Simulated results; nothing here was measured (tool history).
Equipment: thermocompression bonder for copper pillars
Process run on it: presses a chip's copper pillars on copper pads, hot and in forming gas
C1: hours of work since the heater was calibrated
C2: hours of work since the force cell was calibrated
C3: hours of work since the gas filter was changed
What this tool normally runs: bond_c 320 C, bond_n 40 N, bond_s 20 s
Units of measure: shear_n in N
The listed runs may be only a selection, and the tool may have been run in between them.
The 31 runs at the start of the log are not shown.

{"run": 32, "day": 17.658, "bond_c": 320, "bond_n": 49, "bond_s": 35, "C1": 215, "C2": 474, "C3": 156, "shear_n": 56.1}
{"run": 33, "day": 18.117, "bond_c": 328, "bond_n": 27, "bond_s": 14, "C1": 222, "C2": 481, "C3": 163, "shear_n": 36.2}
{"run": 34, "day": 18.567, "bond_c": 328, "bond_n": 27, "bond_s": 14, "C1": 230, "C2": 488, "C3": 170, "shear_n": 36.0}
{"run": 35, "day": 19.204, "bond_c": 328, "bond_n": 27, "bond_s": 49, "C1": 240, "C2": 498, "C3": 181, "shear_n": 54.4}
{"run": 36, "day": 19.667, "bond_c": 328, "bond_n": 34, "bond_s": 14, "C1": 247, "C2": 506, "C3": 188, "shear_n": 39.3}
{"run": 37, "day": 20.133, "bond_c": 328, "bond_n": 34, "bond_s": 14, "C1": 255, "C2": 513, "C3": 196, "shear_n": 39.5}
{"run": 38, "day": 20.629, "bond_c": 320, "bond_n": 27, "bond_s": 37, "C1": 263, "C2": 521, "C3": 204, "shear_n": 45.3}
{"run": 39, "day": 21.212, "bond_c": 349, "bond_n": 55, "bond_s": 16, "C1": 272, "C2": 531, "C3": 213, "shear_n": 60.4}

Below are 4 alternative next runs, each starting from the tool's condition after run 39. Predict each:
{"run": "A", "day": 21.571, "bond_c": 298, "bond_n": 49, "bond_s": 57, "C1": 278, "C2": 537, "C3": 219, "shear_n": "?"}
{"run": "B", "day": 21.571, "bond_c": 343, "bond_n": 40, "bond_s": 20, "C1": 278, "C2": 537, "C3": 219, "shear_n": "?"}
{"run": "C", "day": 21.571, "bond_c": 334, "bond_n": 33, "bond_s": 14, "C1": 278, "C2": 537, "C3": 219, "shear_n": "?"}
{"run": "D", "day": 21.571, "bond_c": 346, "bond_n": 55, "bond_s": 34, "C1": 278, "C2": 537, "C3": 219, "shear_n": "?"}

run=A shear_n=52.5
run=B shear_n=54.6
run=C shear_n=41.7
run=D shear_n=69.4
Without the tool's hidden state the same runs would have given:
run=A shear_n=54.1
run=B shear_n=56.6
run=C shear_n=43.0
run=D shear_n=72.4
